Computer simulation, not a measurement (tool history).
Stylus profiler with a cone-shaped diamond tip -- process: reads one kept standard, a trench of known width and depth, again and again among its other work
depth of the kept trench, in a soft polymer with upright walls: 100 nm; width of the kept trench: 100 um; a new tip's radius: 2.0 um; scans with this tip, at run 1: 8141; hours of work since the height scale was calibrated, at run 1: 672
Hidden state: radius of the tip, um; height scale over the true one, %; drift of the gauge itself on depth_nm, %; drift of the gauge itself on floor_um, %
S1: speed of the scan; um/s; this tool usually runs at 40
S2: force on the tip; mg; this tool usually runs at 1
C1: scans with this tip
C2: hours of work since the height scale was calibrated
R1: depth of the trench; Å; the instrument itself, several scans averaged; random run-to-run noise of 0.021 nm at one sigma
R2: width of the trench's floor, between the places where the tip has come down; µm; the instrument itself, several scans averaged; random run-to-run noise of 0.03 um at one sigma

run,hour,S1,S2,C1,C2,R1,R2
1,0,40,1,8141,672,1001.3,98.07
2,19.4,40,1,8304,685,1001.4,98.04
3,40.2,40,1,8477,700,1001.3,98.02
4,60.5,40,1,8648,714,1001.5,98
5,81.8,40,0.44,8825,728,1000.2,97.94
6,92.5,40,1,8915,736,1001.5,98.03
7,105.7,40,2.59,9026,745,1004.7,97.99
8,126.4,40,2.59,9199,759,1004.7,98.04
9,146,40,2.59,9363,773,1004.4,98
10,168.5,40,2.45,9552,788,1004.6,97.94
11,178.7,40,0.57,9637,795,1000.2,97.81
12,196.4,40,2.54,9785,808,1004.6,98
13,220.9,11,1,9990,825,1001.3,98
14,237.3,11,1,10127,836,1001.5,97.96
15,260.6,11,1,10323,852,1001.5,98
16,283.3,11,1,10513,868,1001.4,98.03
17,299.5,11,1,10648,879,1001.2,98
18,320.4,15,0.92,10824,893,1001.3,97.88
19,343.8,15,0.92,11019,910,1001,97.94
20,353.7,15,0.92,11103,916,1000.7,97.92
21,378.1,15,0.92,11306,933,1000.8,97.93
22,402.4,99,0.78,11510,950,1000.3,97.57
23,414.2,121,0.78,11609,958,1000.6,97.54
24,427.4,14,1,11719,967,1000.6,97.95
25,443,40,0.91,11850,978,1000.5,97.79
# hour 455.8: new tip fitted, height scale calibrated
26,460.9,39,0.48,43,4,1002.2,98.56
27,471.4,39,0.48,131,11,1002.1,98.59
28,488.1,39,0.48,270,22,1002,98.55
29,506.9,106,1.04,428,35,1003.6,98.38

Results for each run, recomputed without the tool's hidden state and with each run's random variation untouched:
run,R1,R2
1,1003.3,98.68
2,1003.4,98.66
3,1003.3,98.64
4,1003.5,98.64
5,1002.3,98.59
6,1003.6,98.69
7,1006.8,98.66
8,1006.9,98.71
9,1006.6,98.68
10,1006.9,98.64
11,1002.5,98.51
12,1006.8,98.72
13,1003.6,98.72
14,1003.8,98.69
15,1003.9,98.75
16,1003.8,98.79
17,1003.7,98.77
18,1003.7,98.65
19,1003.5,98.73
20,1003.2,98.72
21,1003.4,98.74
22,1002.9,98.39
23,1003.2,98.37
24,1003.2,98.78
25,1003.2,98.63
26,1002.1,98.58
27,1002.1,98.62
28,1002,98.59
29,1003.6,98.44

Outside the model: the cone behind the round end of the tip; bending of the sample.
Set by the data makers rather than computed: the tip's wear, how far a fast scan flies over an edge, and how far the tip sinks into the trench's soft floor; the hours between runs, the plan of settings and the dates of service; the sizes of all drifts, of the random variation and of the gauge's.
